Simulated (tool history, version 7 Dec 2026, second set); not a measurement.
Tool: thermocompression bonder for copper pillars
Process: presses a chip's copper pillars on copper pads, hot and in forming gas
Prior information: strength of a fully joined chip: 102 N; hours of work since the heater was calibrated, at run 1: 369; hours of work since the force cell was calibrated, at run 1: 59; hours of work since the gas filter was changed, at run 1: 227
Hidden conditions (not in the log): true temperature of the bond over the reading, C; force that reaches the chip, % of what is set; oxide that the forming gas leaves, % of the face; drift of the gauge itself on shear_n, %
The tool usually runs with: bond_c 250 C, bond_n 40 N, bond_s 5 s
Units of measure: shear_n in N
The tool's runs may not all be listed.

run   hour  bond_c  bond_n  bond_s  hours of work since the heater was calibrated  hours of work since the force cell was calibrated  hours of work since the gas filter was changed  shear_n
  1    0.0     250      40       5                                            369                                                 59                                             227     51.3
  2    5.3     255      40       5                                            373                                                 63                                             230     53.9
  3   16.6     255      40       5                                            381                                                 71                                             238     54.0
  4   23.3     255      40       5                                            386                                                 76                                             243     54.3
  5   28.7     255      40       5                                            389                                                 80                                             247     53.7
  6   39.8     250      29       5                                            397                                                 88                                             255     42.7
  7   46.2     250      29       5                                            402                                                 92                                             259     43.9
  8   53.5     250      40      13                                            407                                                 97                                             265     67.2
  9   61.9     250      40      13                                            413                                                103                                             271     67.4
 10   72.0     250      40      13                                            420                                                111                                             278     67.5
 11   81.6     250      40      13                                            427                                                117                                             285     67.2
 12   91.5     250      40       5                                            434                                                124                                             292     50.8
      94.5  -- heater calibrated with a thermocouple chip
 13  102.8     250      40       5                                              6                                                131                                             298     53.3
     108.0  -- forming gas filter changed
 14  110.5     250      40       5                                             11                                                136                                               2     57.7
 15  119.0     250      40       5                                             17                                                142                                               8     56.8
     128.3  -- heater calibrated with a thermocouple chip, once more
 16  128.4     250      40       5                                              0                                                148                                              13     49.3
 17  134.5     250      40       5                                              4                                                152                                              17     49.2
 18  146.2     250      40       5                                             13                                                160                                              26     49.9
 19  155.9     250      40       5                                             20                                                167                                              33     49.4
 20  167.3     250      40       5                                             28                                                175                                              41     49.1
 21  176.3     239      35      13                                             34                                                182                                              47     54.5
 22  188.7     239      35      13                                             43                                                191                                              56     54.4
 23  199.6     244      34      13                                             51                                                198                                              64     56.9
 24  210.6     244      48       5                                             59                                                206                                              72     49.1
 25  221.5     244      48       4                                             66                                                214                                              80     45.2
 26  229.9     233      43       3                                             72                                                220                                              86     31.4
 27  236.3     250      30       5                                             77                                                224                                              90     42.5
 28  241.8     232      30       7                                             81                                                228                                              94     36.1
 29  249.4     232      30       7                                             86                                                234                                              99     36.0
 30  261.5     253      27       7                                             95                                                242                                             108     47.2
 31  273.4     253      27       7                                            103                                                251                                             117     47.0
 32  279.6     267      27       3                                            108                                                255                                             121     42.1
 33  291.8     231      54      14                                            117                                                264                                             130     60.4
 34  300.9     231      54      14                                            123                                                271                                             136     60.4
 35  306.4     231      57       5                                            127                                                275                                             140     44.4
 36  316.2     265      39       5                                            134                                                282                                             147     58.4
 37  326.8     250      42       5                                            142                                                289                                             155     50.1
 38  332.0     239      34       5                                            145                                                293                                             158     37.7
 39  341.6     250      46       5                                            152                                                300                                             165     52.7

Entry by entry between the runs, the difference in hidden state between the last listed run before and the first listed run after:
Run 12 -> run 13: heater calibrated with a thermocouple chip (hour 94.5)
  true temperature of the bond over the reading, C: 6.5 -> 10.3; oxide that the forming gas leaves, % of the face: 7.03 -> 7.18
  the result without the hidden state subtracted from the measured one, shear_n: +0.9 -> +3.4 N
Run 13 -> run 14: forming gas filter changed (hour 108.0)
  true temperature of the bond over the reading, C: 10.3 -> 10.4; oxide that the forming gas leaves, % of the face: 7.18 -> 0.56
  the result without the hidden state subtracted from the measured one, shear_n: +3.4 -> +7.3 N
Run 15 -> run 16: heater calibrated with a thermocouple chip, once more (hour 128.3)
  true temperature of the bond over the reading, C: 10.5 -> -0.1; oxide that the forming gas leaves, % of the face: 0.7 -> 0.82
  the result without the hidden state subtracted from the measured one, shear_n: +7.2 -> -0.5 N
